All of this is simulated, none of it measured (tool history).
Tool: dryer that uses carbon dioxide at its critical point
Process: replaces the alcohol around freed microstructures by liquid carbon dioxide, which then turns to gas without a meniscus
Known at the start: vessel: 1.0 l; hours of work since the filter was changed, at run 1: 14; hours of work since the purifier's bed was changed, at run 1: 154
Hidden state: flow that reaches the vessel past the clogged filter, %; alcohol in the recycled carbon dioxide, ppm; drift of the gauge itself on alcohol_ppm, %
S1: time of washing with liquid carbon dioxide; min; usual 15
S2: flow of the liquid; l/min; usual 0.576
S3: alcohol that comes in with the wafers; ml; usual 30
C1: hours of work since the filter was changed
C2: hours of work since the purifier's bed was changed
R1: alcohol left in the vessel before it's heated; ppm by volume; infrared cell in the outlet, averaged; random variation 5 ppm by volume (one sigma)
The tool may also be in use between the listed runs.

| run | hour | S1 | S2 | S3 | C1 | C2 | R1 |
|---|---|---|---|---|---|---|---|
| 1 | 0 | 15 | 0.576 | 30 | 14 | 154 | 50 |
| 2 | 10.7 | 15 | 0.576 | 30 | 18 | 157 | 51 |
| 3 | 17.1 | 15 | 0.65 | 30 | 20 | 160 | 28 |
| 4 | 23.1 | 15 | 0.576 | 30 | 22 | 162 | 58 |
| 5 | 28.2 | 15 | 0.576 | 30 | 24 | 164 | 44 |
| 6 | 38.2 | 15 | 0.576 | 30 | 28 | 167 | 42 |
| 7 | 45.2 | 15 | 0.576 | 62 | 30 | 170 | 75 |
| 8 | 55.3 | 15 | 0.576 | 30 | 34 | 173 | 48 |
| 9 | 61.4 | 15 | 0.526 | 30 | 36 | 175 | 68 |
| 10 | 70.9 | 13 | 0.879 | 112 | 39 | 179 | 45 |
| 11 | 82.4 | 15 | 0.576 | 29 | 43 | 183 | 56 |
| 12 | 94.1 | 21 | 0.63 | 119 | 47 | 187 | 40 |
| 13 | 100.5 | 21 | 0.703 | 58 | 50 | 189 | 37 |
| 14 | 108 | 21 | 0.423 | 43 | 52 | 192 | 56 |
| 15 | 113.9 | 15 | 0.449 | 40 | 54 | 194 | 163 |
| 16 | 126 | 15 | 0.648 | 29 | 59 | 198 | 45 |
| 17 | 136.8 | 11 | 0.5 | 81 | 62 | 202 | 773 |

The same runs without the tool's hidden state, with the same run-to-run variation:
| run | R1 |
|---|---|
| 1 | 23 |
| 2 | 23 |
| 3 | 1 |
| 4 | 29 |
| 5 | 15 |
| 6 | 13 |
| 7 | 43 |
| 8 | 17 |
| 9 | 36 |
| 10 | 14 |
| 11 | 23 |
| 12 | 7 |
| 13 | 5 |
| 14 | 21 |
| 15 | 119 |
| 16 | 10 |
| 17 | 676 |

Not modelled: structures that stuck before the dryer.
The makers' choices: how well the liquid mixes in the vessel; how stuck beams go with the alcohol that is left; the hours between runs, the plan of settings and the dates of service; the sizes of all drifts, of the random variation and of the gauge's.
